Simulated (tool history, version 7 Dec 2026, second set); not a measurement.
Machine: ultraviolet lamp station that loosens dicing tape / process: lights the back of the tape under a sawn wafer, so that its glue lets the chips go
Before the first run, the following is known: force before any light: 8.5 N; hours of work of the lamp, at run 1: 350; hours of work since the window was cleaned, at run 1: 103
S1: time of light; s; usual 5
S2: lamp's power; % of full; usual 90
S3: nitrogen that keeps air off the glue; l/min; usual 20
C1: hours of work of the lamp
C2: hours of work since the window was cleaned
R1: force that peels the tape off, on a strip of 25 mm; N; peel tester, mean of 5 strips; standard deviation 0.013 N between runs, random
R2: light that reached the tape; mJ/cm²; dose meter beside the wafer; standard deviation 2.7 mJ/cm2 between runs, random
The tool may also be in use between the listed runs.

Run 1, hour 0: usual settings; C1 350; C2 103. Result: R1 0.621 N, R2 369 mJ/cm².
Run 2, hour 23.3: usual settings; C1 363; C2 116. Result: R1 0.636 N, R2 371 mJ/cm².
Run 3, hour 33.8: usual settings; C1 369; C2 122. Result: R1 0.612 N, R2 369 mJ/cm².
Run 4, hour 56.9: usual settings; C1 381; C2 134. Result: R1 0.628 N, R2 371 mJ/cm².
Run 5, hour 67.8: usual settings; C1 387; C2 140. Result: R1 0.606 N, R2 370 mJ/cm².
Run 6, hour 83.6: usual settings but S3 11 l/min; C1 396; C2 149. Result: R1 0.903 N, R2 373 mJ/cm².
Run 7, hour 98.9: usual settings but S3 11 l/min; C1 404; C2 157. Result: R1 0.9 N, R2 368 mJ/cm².
Run 8, hour 117.3: usual settings but S3 11 l/min; C1 415; C2 168. Result: R1 0.92 N, R2 371 mJ/cm².
Run 9, hour 131: usual settings but S3 11 l/min; C1 422; C2 175. Result: R1 0.905 N, R2 372 mJ/cm².
Run 10, hour 144.8: usual settings but S3 10 l/min; C1 430; C2 183. Result: R1 0.958 N, R2 371 mJ/cm².
Run 11, hour 165.8: usual settings but S3 10 l/min; C1 441; C2 194. Result: R1 0.959 N, R2 372 mJ/cm².
Run 12, hour 178.2: usual settings but S3 10 l/min; C1 448; C2 201. Result: R1 0.963 N, R2 370 mJ/cm².
Run 13, hour 199.3: usual settings but S3 10 l/min; C1 460; C2 213. Result: R1 0.952 N, R2 374 mJ/cm².
Run 14, hour 209: usual settings; C1 465; C2 218. Result: R1 0.623 N, R2 374 mJ/cm².
Run 15, hour 231.1: usual settings; C1 477; C2 230. Result: R1 0.609 N, R2 370 mJ/cm².
Run 16, hour 246.2: usual settings but S1 6 s; C1 486; C2 239. Result: R1 0.394 N, R2 446 mJ/cm².
Run 17, hour 270: usual settings; C1 499; C2 252. Result: R1 0.602 N, R2 369 mJ/cm².
Run 18, hour 281.3: usual settings; C1 505; C2 258. Result: R1 0.62 N, R2 367 mJ/cm².
Run 19, hour 296: usual settings; C1 513; C2 266. Result: R1 0.601 N, R2 372 mJ/cm².
Run 20, hour 318.8: usual settings but S1 4 s; C1 526; C2 279. Result: R1 1.018 N, R2 295 mJ/cm².
Run 21, hour 340.1: usual settings but S1 4 s, S3 7 l/min; C1 537; C2 290. Result: R1 1.749 N, R2 295 mJ/cm².
Run 22, hour 358.6: usual settings but S1 4 s, S3 7 l/min; C1 548; C2 301. Result: R1 1.744 N, R2 298 mJ/cm².
Run 23, hour 368.2: usual settings but S1 2 s, S3 34 l/min; C1 553; C2 306. Result: R1 2.469 N, R2 149 mJ/cm².
Run 24, hour 381.9: usual settings but S1 2 s, S3 34 l/min; C1 560; C2 313. Result: R1 2.428 N, R2 146 mJ/cm².
Run 25, hour 395: usual settings but S2 65 % of full; C1 568; C2 321. Result: R1 1.196 N, R2 266 mJ/cm².
Run 26, hour 405.8: usual settings but S1 7 s, S2 61 % of full, S3 40 l/min; C1 574; C2 327. Result: R1 0.475 N, R2 352 mJ/cm².
Run 27, hour 422.6: usual settings but S1 6 s, S3 28 l/min; C1 583; C2 336. Result: R1 0.325 N, R2 445 mJ/cm².
Run 28, hour 446.3: usual settings but S1 10 s, S2 85 % of full, S3 7 l/min; C1 596; C2 349. Result: R1 0.277 N, R2 702 mJ/cm².
Run 29, hour 459.2: usual settings but S1 3 s, S2 84 % of full, S3 7 l/min; C1 603; C2 356. Result: R1 2.806 N, R2 208 mJ/cm².
Run 30, hour 470.2: usual settings but S1 3 s, S2 84 % of full, S3 7 l/min; C1 609; C2 362. Result: R1 2.763 N, R2 209 mJ/cm².
Run 31, hour 481.1: usual settings but S1 3 s, S2 84 % of full, S3 7 l/min; C1 615; C2 368. Result: R1 2.781 N, R2 208 mJ/cm².
Run 32, hour 499.5: usual settings but S1 4 s, S2 78 % of full, S3 18 l/min; C1 625; C2 378. Result: R1 1.394 N, R2 260 mJ/cm².
Run 33, hour 522.5: usual settings but S1 6 s, S3 38 l/min; C1 638; C2 391. Result: R1 0.274 N, R2 439 mJ/cm².
Run 34, hour 541.4: usual settings but S3 35 l/min; C1 648; C2 401. Result: R1 0.443 N, R2 372 mJ/cm².
At hour 548.1: window cleaned of glue's vapour.
Run 35, hour 564.5: usual settings but S2 69 % of full, S3 19 l/min; C1 661; C2 9. Result: R1 1.115 N, R2 282 mJ/cm².
Run 36, hour 584.1: usual settings but S2 94 % of full, S3 21 l/min; C1 672; C2 20. Result: R1 0.565 N, R2 385 mJ/cm².
Run 37, hour 600.2: usual settings but S1 4 s, S2 63 % of full, S3 35 l/min; C1 681; C2 29. Result: R1 1.47 N, R2 211 mJ/cm².
Run 38, hour 622.7: usual settings but S1 8 s, S2 63 % of full, S3 6 l/min; C1 693; C2 41. Result: R1 1.113 N, R2 411 mJ/cm².
Run 39, hour 639.4: usual settings but S1 3 s, S3 8 l/min; C1 702; C2 50. Result: R1 2.489 N, R2 224 mJ/cm².

What will run 40 give?
Run 40, hour 657.8: usual settings but S1 7 s, S2 93 % of full, S3 27 l/min; C1 712; C2 60. Result: R1 ?, R2 ?.

R1: 0.214 N
R2: 537 mJ/cm²
With the hidden condition absent and the run-to-run variation left alone, this run would have shown R1 0.213 N, R2 537 mJ/cm².
